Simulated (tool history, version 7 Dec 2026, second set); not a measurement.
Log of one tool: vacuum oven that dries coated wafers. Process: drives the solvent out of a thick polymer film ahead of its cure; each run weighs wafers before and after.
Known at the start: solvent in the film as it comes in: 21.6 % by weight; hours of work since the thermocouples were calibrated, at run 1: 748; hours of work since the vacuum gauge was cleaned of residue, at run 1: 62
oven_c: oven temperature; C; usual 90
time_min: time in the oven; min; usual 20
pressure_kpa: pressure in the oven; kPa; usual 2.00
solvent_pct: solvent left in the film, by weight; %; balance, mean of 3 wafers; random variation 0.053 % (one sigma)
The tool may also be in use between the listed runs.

run,hour,oven_c,time_min,pressure_kpa,hours of work since the thermocouples were calibrated,hours of work since the vacuum gauge was cleaned of residue,solvent_pct
1,0.0,90,20,2.00,748,62,1.93
2,22.1,90,20,1.85,759,74,1.82
3,39.0,90,20,1.85,768,82,1.93
4,52.1,90,20,2.00,774,89,1.93
5,76.2,90,20,2.00,787,101,1.90
6,90.6,90,20,2.00,794,108,1.91
7,107.8,77,20,2.00,803,117,4.65
8,122.5,92,20,2.00,810,124,1.66
9,135.6,92,20,4.30,817,131,2.61
10,159.4,92,20,4.30,829,143,2.64
11,170.0,92,20,4.30,834,148,2.64
12,180.9,92,20,4.30,840,154,2.62
13,203.3,92,20,4.30,851,165,2.65
14,221.7,92,20,4.30,860,175,2.63
15,231.9,92,20,4.30,865,180,2.54
16,244.7,76,20,4.30,872,186,6.47
# hour 248.5: oven's thermocouples calibrated
17,268.4,76,20,4.30,10,197,6.69
18,287.4,76,20,4.30,20,207,6.73
19,300.2,76,20,4.30,26,213,6.53
20,324.6,76,20,4.30,38,225,6.63
# hour 331.0: oven's thermocouples calibrated, once more
21,336.7,76,20,4.30,3,231,6.35
22,352.0,76,20,4.30,11,238,6.38
23,376.6,85,20,2.00,23,251,2.85
24,395.6,85,20,2.00,33,260,2.86
25,410.0,102,20,2.00,40,268,0.78
26,434.5,78,20,2.02,52,280,4.56
27,444.5,86,10,1.21,57,285,6.00
28,461.8,103,14,1.13,66,294,1.02
29,477.4,103,12,1.08,74,302,1.44
30,500.8,104,12,3.33,86,314,1.94
31,512.5,87,13,2.10,92,319,4.40
32,533.6,86,19,2.00,102,330,2.98
33,544.9,88,18,5.22,108,336,4.10
34,568.6,90,21,7.56,120,348,4.21
35,591.9,79,14,3.41,132,360,6.81
36,606.5,79,14,3.41,139,367,6.97
37,616.7,99,14,1.76,144,372,1.71
38,626.7,96,13,7.53,149,377,4.21
39,642.8,96,13,7.53,158,385,4.26
40,653.9,96,13,7.53,163,391,4.27
41,664.1,96,34,1.21,168,396,0.47
42,674.5,99,21,1.16,174,401,0.70
43,697.6,99,21,1.16,185,413,0.75
44,710.5,95,25,1.16,192,420,0.68
45,730.8,95,25,1.16,202,430,0.76
46,754.2,90,13,5.55,214,442,5.23

Forecast each of these 4 alternatives for the next run:
A,769.2,90,13,5.04,221,449,?
B,769.2,90,30,4.98,221,449,?
C,769.2,98,20,2.24,221,449,?
D,769.2,97,13,5.55,221,449,?

run,solvent_pct
A,4.89
B,2.54
C,1.20
D,3.39
Without the tool's hidden state the same runs would have given:
run,solvent_pct
A,4.71
B,2.40
C,1.11
D,3.25
